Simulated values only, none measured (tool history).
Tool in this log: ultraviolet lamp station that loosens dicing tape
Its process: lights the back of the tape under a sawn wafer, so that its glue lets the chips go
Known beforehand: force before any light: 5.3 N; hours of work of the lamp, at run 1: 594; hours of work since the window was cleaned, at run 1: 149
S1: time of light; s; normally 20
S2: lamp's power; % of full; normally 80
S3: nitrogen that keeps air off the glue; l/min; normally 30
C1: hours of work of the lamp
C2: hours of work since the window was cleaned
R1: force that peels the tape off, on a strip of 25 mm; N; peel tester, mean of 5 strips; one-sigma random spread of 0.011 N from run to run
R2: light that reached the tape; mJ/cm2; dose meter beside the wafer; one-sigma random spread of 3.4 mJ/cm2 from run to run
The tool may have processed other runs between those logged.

run   hour  S1  S2  S3   C1   C2     R1   R2
  1    0.0  20  80  30  594  149  0.649  473
  2   19.2  20  80  30  607  162  0.656  469
  3   30.9  20  80  30  615  169  0.649  471
  4   56.3  20  80  30  631  186  0.656  466
  5   81.1  20  80  30  648  202  0.686  465
  6  100.4  20  80  30  660  215  0.679  461
  7  124.1  20  80  30  676  231  0.670  466
  8  146.3  20  80  30  690  245  0.706  456
  9  169.6  20  80  30  706  260  0.684  453
 10  191.7  20  80  30  720  275  0.685  455
 11  208.3  20  80  53  731  286  0.513  452
 12  222.1  20  80  53  740  295  0.521  452
 13  246.8  20  80  53  756  311  0.521  451
 14  268.9  20  62  53  771  326  0.799  343
 15  286.4  20  80  54  782  337  0.520  447
 16  305.0  20  80  30  795  349  0.729  441
 17  325.6  20  80  11  808  363  1.357  437
 18  337.6  20  80  11  816  371  1.339  440
 19  353.5  20  80  11  826  381  1.337  437
 20  371.0  20  80  11  838  393  1.378  435
 21  393.7  20  61  30  853  408  1.153  329
 22  409.1  20  61  30  863  418  1.132  333

For run 23, what comes out?
 23  426.6  20  61  22  874  429   ?   ?

Logged for run 23: R1 1.338 N, R2 325 mJ/cm2.
If the tool had no hidden condition, the same run with the same run-to-run variation would have returned R1 0.931 N, R2 420 mJ/cm2.
